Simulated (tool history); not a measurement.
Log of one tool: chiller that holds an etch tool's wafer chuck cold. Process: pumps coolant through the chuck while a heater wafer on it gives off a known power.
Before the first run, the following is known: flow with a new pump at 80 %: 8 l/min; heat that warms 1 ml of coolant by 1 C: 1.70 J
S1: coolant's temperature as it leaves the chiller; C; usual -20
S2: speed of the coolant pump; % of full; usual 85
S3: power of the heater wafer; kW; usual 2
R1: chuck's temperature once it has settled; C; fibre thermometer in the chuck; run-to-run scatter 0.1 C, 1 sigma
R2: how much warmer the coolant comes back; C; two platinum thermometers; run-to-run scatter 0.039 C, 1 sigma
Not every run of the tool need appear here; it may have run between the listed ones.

run	hour	S1	S2	S3	R1	R2
1	0	-20	85	2	0.7	8.51
# hour 54.5: coolant changed, channels flushed
2	88.8	-20	85	2	-1.8	8.46
3	134.8	-20	85	2	-1.6	8.38
4	196.1	-20	85	2.354	1.6	9.92
5	289.9	-20	85	2.354	1.7	10.07
6	366.8	-20	85	2.354	1.7	9.99
7	429	-26	85	2.354	-4.4	10.06
8	518.6	-20	85	2	-1.4	8.47
9	562.2	-20	85	2	-1.5	8.45
10	612.9	-20	85	2	-1.3	8.52
11	680.2	-20	86	2	-1.3	8.38
12	719.9	-20	86	2.128	-0.3	8.96
13	810.1	-20	86	2.128	-0.1	9.01
14	865.2	-20	85	2	-1.2	8.53
15	926	-28	85	2	-9	8.56
16	1014.3	-28	85	2	-9.2	8.59
17	1099.8	-23	63	1.057	-10.6	6.13
18	1148.4	-15	80	1.788	2.6	8.18
19	1190.4	-15	80	1.788	2.6	8.1
20	1277.1	-15	80	1.788	2.6	8.14
21	1334.9	-20	85	1.872	-2.1	8.01
22	1388.3	-20	85	1.453	-5.9	6.23
23	1453	-20	85	1.465	-5.7	6.3
24	1546.6	-20	85	1.465	-5.8	6.22
25	1617.9	-20	85	1.465	-5.9	6.3
26	1674.9	-17	85	2	2.3	8.65
27	1720.3	-22	85	2	-2.8	8.69
28	1806.4	-22	85	2	-2.7	8.6
29	1900.5	-15	85	1.306	-2.2	5.56
30	1943.5	-19	81	1.44	-4.4	6.43
31	2035.2	-22	85	2.422	1.4	10.41
32	2092.3	-22	85	2.422	1.5	10.37

Measured less the same run without the tool's hidden state. The same run-to-run variation is in both; the gauge's scatter may not be:
What the log doesn't record here: heat passed by the chuck's channels, % of clean ones'; flow at a given pump speed, % of a new pump's; coolant's true temperature over the reading, C; drift of the gauge itself on chuck_c, C; drift of the gauge itself on warmer_back_c, C.
run	R1	R2
1	+2.9	+0.19
2	+0.7	+0.2
3	+0.6	+0.2
4	+0.8	+0.24
5	+0.8	+0.25
6	+0.9	+0.25
7	+0.9	+0.26
8	+0.9	+0.23
9	+0.9	+0.23
10	+0.9	+0.23
11	+1	+0.23
12	+1	+0.26
13	+1.1	+0.26
14	+1.1	+0.25
15	+1.1	+0.26
16	+1.2	+0.27
17	+0.8	+0.19
18	+1.2	+0.26
19	+1.2	+0.27
20	+1.2	+0.26
21	+1.3	+0.27
22	+1.1	+0.21
23	+1.1	+0.22
24	+1.2	+0.22
25	+1.2	+0.23
26	+1.6	+0.31
27	+1.6	+0.32
28	+1.6	+0.33
29	+1.3	+0.22
30	+1.3	+0.25
31	+2	+0.41
32	+2	+0.42
